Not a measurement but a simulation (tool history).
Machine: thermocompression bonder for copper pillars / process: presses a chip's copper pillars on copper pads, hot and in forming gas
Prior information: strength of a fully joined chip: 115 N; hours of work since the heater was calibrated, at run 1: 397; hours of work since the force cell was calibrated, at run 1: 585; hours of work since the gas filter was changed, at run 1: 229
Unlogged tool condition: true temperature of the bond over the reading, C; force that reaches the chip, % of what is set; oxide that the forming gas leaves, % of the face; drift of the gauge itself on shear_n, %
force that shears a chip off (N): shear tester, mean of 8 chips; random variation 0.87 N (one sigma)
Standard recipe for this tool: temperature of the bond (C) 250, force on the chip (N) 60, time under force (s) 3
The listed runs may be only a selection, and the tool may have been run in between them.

run   hour  temperature of the bond (C)  force on the chip (N)  time under force (s)  hours of work since the heater was calibrated  hours of work since the force cell was calibrated  hours of work since the gas filter was changed  force that shears a chip off (N)
  1      0                          250                     60                     3                                            397                                                585                                             229                              64.3
  2   12.8                          250                     60                     2                                            405                                                594                                             238                              56.4
  3   38.6                          250                     60                     2                                            423                                                612                                             255                                55
  4   53.9                          250                     60                     2                                            434                                                622                                             266                                55
  5   83.7                          250                     60                     2                                            454                                                643                                             286                              54.3
  6  112.7                          250                     60                     2                                            474                                                663                                             306                              54.4
  7  140.3                          250                     60                     2                                            493                                                682                                             325                              53.6
  8  166.7                          250                     60                     2                                            511                                                700                                             343                              52.4
  9  195.9                          244                     60                     3                                            531                                                720                                             363                              55.8
 10  225.2                          273                     80                     2                                            551                                                740                                             383                              78.3
 11  249.2                          230                     57                     3                                            567                                                756                                             400                              44.6
 12  265.1                          230                     57                     3                                            578                                                767                                             411                              45.4
 13  282.2                          230                     57                     3                                            590                                                779                                             422                              44.5
 14  299.6                          232                     59                     3                                            602                                                791                                             434                              47.3

5 ways to go on from here, each from the tool as it stands after run 14. What would each give?
  A  326.1                          262                     59                     2                                            620                                                809                                             452                                 ?
  B  326.1                          265                     59                     2                                            620                                                809                                             452                                 ?
  C  326.1                          250                     60                     2                                            620                                                809                                             452                                 ?
  D  326.1                          250                     72                     9                                            620                                                809                                             452                                 ?
  E  326.1                          273                     42                     8                                            620                                                809                                             452                                 ?

run  force that shears a chip off (N)
  A                              57.2
  B                              59.6
  C                                50
  D                              85.1
  E                              74.2
With the hidden condition removed and each run's random variation left untouched, the same runs would have given:
run  force that shears a chip off (N)
  A                              70.3
  B                              72.9
  C                              62.2
  D                             100.5
  E                              88.9

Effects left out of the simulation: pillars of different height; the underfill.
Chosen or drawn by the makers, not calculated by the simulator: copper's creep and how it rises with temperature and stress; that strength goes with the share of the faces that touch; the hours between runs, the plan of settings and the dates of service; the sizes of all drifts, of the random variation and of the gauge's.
